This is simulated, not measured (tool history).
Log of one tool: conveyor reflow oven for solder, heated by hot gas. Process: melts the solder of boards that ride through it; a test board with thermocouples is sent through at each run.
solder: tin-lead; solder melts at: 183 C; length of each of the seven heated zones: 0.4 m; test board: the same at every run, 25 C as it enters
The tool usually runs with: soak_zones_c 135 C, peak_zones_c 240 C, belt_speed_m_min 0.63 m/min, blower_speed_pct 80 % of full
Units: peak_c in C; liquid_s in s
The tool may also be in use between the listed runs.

run	hour	soak_zones_c	peak_zones_c	belt_speed_m_min	blower_speed_pct	peak_c	liquid_s
1	0	135	240	0.63	80	227.91	63.6
2	5.3	141	240	0.63	80	228.65	65.9
3	11.5	135	240	0.63	64	223.18	59.8
4	18.7	135	240	0.63	64	223.21	60.1
5	24.2	135	240	0.63	64	223.12	60
6	33	135	240	0.63	64	223.26	60
7	40	141	240	0.509	86	234.84	85.8
8	44.6	134	249	0.509	86	242.67	87.2
9	49.2	134	240	0.607	86	230.07	67.1
10	55.2	135	249	0.692	86	234.25	60.8
11	60.6	135	249	0.692	86	234.31	60.6

Predict each of these 4 candidate next runs independently; none follows another, all start after run 11:
A	67.7	135	240	0.63	56	?	?
B	67.7	135	254	0.692	86	?	?
C	67.7	135	247	0.63	80	?	?
D	67.7	135	239	0.672	80	?	?

run	peak_c	liquid_s
A	220.09	57.5
B	238.71	62.4
C	233.96	66.9
D	224.88	57.7
With the hidden condition removed and each run's random variation left untouched, the same runs would have given:
run	peak_c	liquid_s
A	219.19	56.9
B	237.94	62
C	233.05	66.4
D	224.03	57.3

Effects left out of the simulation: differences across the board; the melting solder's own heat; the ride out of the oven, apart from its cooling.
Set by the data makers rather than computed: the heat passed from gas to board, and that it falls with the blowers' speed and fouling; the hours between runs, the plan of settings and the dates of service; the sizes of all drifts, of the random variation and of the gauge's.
